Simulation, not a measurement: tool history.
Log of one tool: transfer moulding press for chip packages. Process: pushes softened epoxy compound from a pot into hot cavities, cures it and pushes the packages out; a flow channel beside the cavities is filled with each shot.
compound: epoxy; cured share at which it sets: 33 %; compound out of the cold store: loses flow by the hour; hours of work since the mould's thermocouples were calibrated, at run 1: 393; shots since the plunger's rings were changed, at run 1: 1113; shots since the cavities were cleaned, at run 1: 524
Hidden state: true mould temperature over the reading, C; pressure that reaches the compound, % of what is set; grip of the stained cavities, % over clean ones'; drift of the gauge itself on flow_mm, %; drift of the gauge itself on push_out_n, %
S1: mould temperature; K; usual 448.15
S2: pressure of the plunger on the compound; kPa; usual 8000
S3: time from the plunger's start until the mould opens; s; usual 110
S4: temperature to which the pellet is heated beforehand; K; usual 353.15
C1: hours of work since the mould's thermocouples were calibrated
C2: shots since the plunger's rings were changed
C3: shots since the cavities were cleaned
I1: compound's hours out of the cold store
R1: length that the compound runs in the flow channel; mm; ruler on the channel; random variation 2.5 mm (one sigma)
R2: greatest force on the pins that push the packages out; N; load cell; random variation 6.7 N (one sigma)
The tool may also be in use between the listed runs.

| run | day | S1 | S2 | S3 | S4 | C1 | C2 | C3 | I1 | R1 | R2 |
|---|---|---|---|---|---|---|---|---|---|---|---|
| 1 | 0.000 | 448.15 | 8000 | 110 | 353.15 | 393 | 1113 | 524 | 33.9 | 527 | 406 |
|  | 0.454 | cavities cleaned with cleaning compound and waxed |
|  | 2.579 | cavities cleaned with cleaning compound and waxed |
| 2 | 3.421 | 448.15 | 8000 | 110 | 353.15 | 454 | 2182 | 273 | 12.6 | 573 | 366 |
|  | 4.675 | cavities cleaned with cleaning compound and waxed |
| 3 | 4.938 | 448.15 | 8000 | 110 | 353.15 | 481 | 2653 | 84 | 19.6 | 547 | 312 |
|  | 6.575 | cavities cleaned with cleaning compound and waxed |
| 4 | 7.867 | 448.15 | 8000 | 110 | 353.15 | 534 | 3583 | 420 | 16.6 | 545 | 418 |
|  | 8.596 | cavities cleaned with cleaning compound and waxed |
| 5 | 9.717 | 448.15 | 8000 | 110 | 353.15 | 567 | 4162 | 363 | 14.7 | 544 | 400 |
|  | 10.738 | cavities cleaned with cleaning compound and waxed |
|  | 12.721 | cavities cleaned with cleaning compound and waxed |
| 6 | 12.925 | 448.15 | 8000 | 110 | 353.15 | 625 | 5162 | 67 | 24.5 | 512 | 295 |
|  | 13.442 | plunger's sealing rings changed |
|  | 14.904 | cavities cleaned with cleaning compound and waxed |
| 7 | 14.967 | 448.15 | 8000 | 110 | 353.15 | 659 | 475 | 21 | 44.6 | 516 | 279 |
|  | 16.917 | cavities cleaned with cleaning compound and waxed |
| 8 | 16.917 | 448.15 | 8000 | 110 | 353.15 | 694 | 1086 | 0 | 14.6 | 573 | 292 |
|  | 18.862 | cavities cleaned with cleaning compound and waxed |
| 9 | 19.425 | 448.15 | 8000 | 110 | 353.15 | 740 | 1880 | 183 | 21.3 | 554 | 356 |
|  | 20.829 | cavities cleaned with cleaning compound and waxed |
| 10 | 22.333 | 448.15 | 6020 | 110 | 353.15 | 793 | 2802 | 488 | 18.7 | 474 | 443 |
|  | 22.862 | cavities cleaned with cleaning compound and waxed |
|  | 23.108 | mould's thermocouples calibrated |
| 11 | 24.246 | 448.15 | 6020 | 110 | 353.15 | 21 | 3374 | 420 | 23.0 | 464 | 380 |
|  | 24.858 | cavities cleaned with cleaning compound and waxed |
| 12 | 26.271 | 448.15 | 8000 | 130 | 353.15 | 58 | 4011 | 459 | 47.0 | 479 | 341 |
|  | 26.946 | cavities cleaned with cleaning compound and waxed |
| 13 | 28.042 | 448.15 | 8000 | 130 | 353.15 | 89 | 4564 | 355 | 14.3 | 542 | 351 |
|  | 28.921 | cavities cleaned with cleaning compound and waxed |
|  | 30.538 | plunger's sealing rings changed |
| 14 | 30.750 | 448.15 | 8000 | 130 | 353.15 | 137 | 69 | 560 | 23.9 | 558 | 384 |
|  | 31.000 | cavities cleaned with cleaning compound and waxed |
|  | 32.900 | cavities cleaned with cleaning compound and waxed |
| 15 | 32.900 | 448.15 | 8000 | 130 | 353.15 | 174 | 725 | 0 | 36.2 | 528 | 253 |
|  | 34.808 | cavities cleaned with cleaning compound and waxed |
| 16 | 35.158 | 448.15 | 8000 | 130 | 353.15 | 215 | 1437 | 114 | 47.1 | 497 | 277 |
|  | 36.900 | cavities cleaned with cleaning compound and waxed |
| 17 | 37.321 | 450.15 | 8000 | 128 | 358.15 | 254 | 2118 | 137 | 30.4 | 520 | 266 |
|  | 38.908 | cavities cleaned with cleaning compound and waxed |
| 18 | 39.696 | 450.15 | 8000 | 128 | 358.15 | 297 | 2868 | 255 | 32.8 | 507 | 307 |
|  | 41.062 | cavities cleaned with cleaning compound and waxed |
| 19 | 41.983 | 448.15 | 8000 | 147 | 362.15 | 338 | 3589 | 298 | 16.2 | 548 | 327 |
|  | 43.129 | cavities cleaned with cleaning compound and waxed |
|  | 45.117 | cavities cleaned with cleaning compound and waxed |
| 20 | 45.354 | 448.15 | 8000 | 147 | 362.15 | 399 | 4641 | 77 | 28.8 | 506 | 261 |
|  | 47.088 | cavities cleaned with cleaning compound and waxed |
|  | 47.646 | plunger's sealing rings changed |
| 21 | 48.692 | 448.15 | 8000 | 147 | 362.15 | 457 | 338 | 486 | 21.2 | 565 | 339 |
|  | 49.350 | cavities cleaned with cleaning compound and waxed |
| 22 | 50.150 | 453.15 | 6420 | 123 | 349.15 | 483 | 791 | 260 | 46.0 | 444 | 305 |
|  | 51.362 | cavities cleaned with cleaning compound and waxed |
| 23 | 52.246 | 453.15 | 6420 | 123 | 349.15 | 521 | 1449 | 285 | 22.7 | 482 | 311 |
|  | 53.467 | cavities cleaned with cleaning compound and waxed |
|  | 55.383 | cavities cleaned with cleaning compound and waxed |
| 24 | 55.608 | 451.15 | 6820 | 149 | 344.15 | 581 | 2499 | 73 | 28.7 | 480 | 265 |
|  | 57.529 | cavities cleaned with cleaning compound and waxed |
| 25 | 58.375 | 451.15 | 6820 | 149 | 344.15 | 631 | 3376 | 274 | 10.7 | 509 | 311 |

3 ways to go on from here, each from the tool as it stands after run 25. What would each give?
|  | 59.421 | cavities cleaned with cleaning compound and waxed |
|  | 61.458 | cavities cleaned with cleaning compound and waxed |
| A | 61.492 | 448.15 | 6730 | 110 | 353.15 | 687 | 4346 | 10 | 37.7 | ? | ? |
|  | 59.421 | cavities cleaned with cleaning compound and waxed |
|  | 61.458 | cavities cleaned with cleaning compound and waxed |
| B | 61.492 | 448.15 | 6350 | 110 | 363.15 | 687 | 4346 | 10 | 30.3 | ? | ? |
|  | 59.421 | cavities cleaned with cleaning compound and waxed |
|  | 61.458 | cavities cleaned with cleaning compound and waxed |
| C | 61.492 | 451.15 | 7640 | 125 | 344.15 | 687 | 4346 | 10 | 42.5 | ? | ? |

| run | R1 | R2 |
|---|---|---|
| A | 451 | 280 |
| B | 448 | 262 |
| C | 466 | 241 |
Without the tool's hidden state the same runs would have given:
| run | R1 | R2 |
|---|---|---|
| A | 483 | 260 |
| B | 481 | 243 |
| C | 500 | 233 |
